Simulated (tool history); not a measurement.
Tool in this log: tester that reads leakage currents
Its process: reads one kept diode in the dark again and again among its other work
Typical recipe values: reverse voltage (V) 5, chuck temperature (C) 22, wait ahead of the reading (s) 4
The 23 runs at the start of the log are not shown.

| run | hour | reverse voltage (V) | chuck temperature (C) | wait ahead of the reading (s) | hours of work since the probe card was cleaned | hours of work since the tester was calibrated | hours of work since the chuck was calibrated | current that the tester gives (pA) |
|---|---|---|---|---|---|---|---|---|
| 24 | 1639.9 | 5 | 26 | 2.46 | 2956 | 910 | 137 | 178.93 |
| 25 | 1717.6 | 4.67 | 48 | 0.45 | 3004 | 958 | 185 | 788.87 |
| 26 | 1801 | 4.67 | 48 | 0.45 | 3055 | 1009 | 237 | 792.72 |
| 27 | 1866.6 | 3.99 | 58 | 0.35 | 3095 | 1050 | 277 | 1371.61 |
| 28 | 1933.2 | 1.04 | 58 | 4.44 | 3136 | 1091 | 318 | 768.95 |
| 29 | 1999.9 | 1.04 | 58 | 4.44 | 3177 | 1132 | 359 | 766.94 |
| 30 | 2083.6 | 1.04 | 58 | 4.44 | 3229 | 1183 | 411 | 769.04 |
| 31 | 2123.2 | 6.99 | 58 | 0.79 | 3253 | 1208 | 435 | 1745.68 |
| 32 | 2198.3 | 6.99 | 58 | 0.79 | 3300 | 1254 | 481 | 1745.53 |
| 33 | 2241.2 | 5 | 48 | 0.56 | 3326 | 1280 | 508 | 811.28 |
| 34 | 2315.2 | 5 | 48 | 0.56 | 3372 | 1326 | 553 | 811.12 |
| 35 | 2395.7 | 5 | 26 | 3.38 | 3421 | 1376 | 603 | 178.29 |
| 36 | 2444.2 | 5 | 26 | 3.38 | 3451 | 1405 | 633 | 178.11 |
| 37 | 2531.1 | 1.44 | 22 | 8.13 | 3505 | 1459 | 686 | 77.56 |
| 38 | 2618.8 | 8.7 | 55 | 1.68 | 3559 | 1513 | 740 | 1604.25 |
| 39 | 2663.9 | 3.24 | 22 | 4 | 3586 | 1541 | 768 | 109.98 |
| 40 | 2705.3 | 3.08 | 35 | 0.7 | 3612 | 1566 | 794 | 276.01 |

Forecast each of these 3 alternatives for the next run:
| A | 2762.9 | 1.42 | 37 | 5.06 | 3647 | 1602 | 829 | ? |
| B | 2762.9 | 3.1 | 43 | 0.88 | 3647 | 1602 | 829 | ? |
| C | 2762.9 | 13.64 | 21 | 0.42 | 3647 | 1602 | 829 | ? |

| run | current that the tester gives (pA) |
|---|---|
| A | 227.32 |
| B | 477.89 |
| C | 195.68 |
Had the tool no hidden state, the same runs would have come out as:
| run | current that the tester gives (pA) |
|---|---|
| A | 227.24 |
| B | 477.72 |
| C | 195.51 |
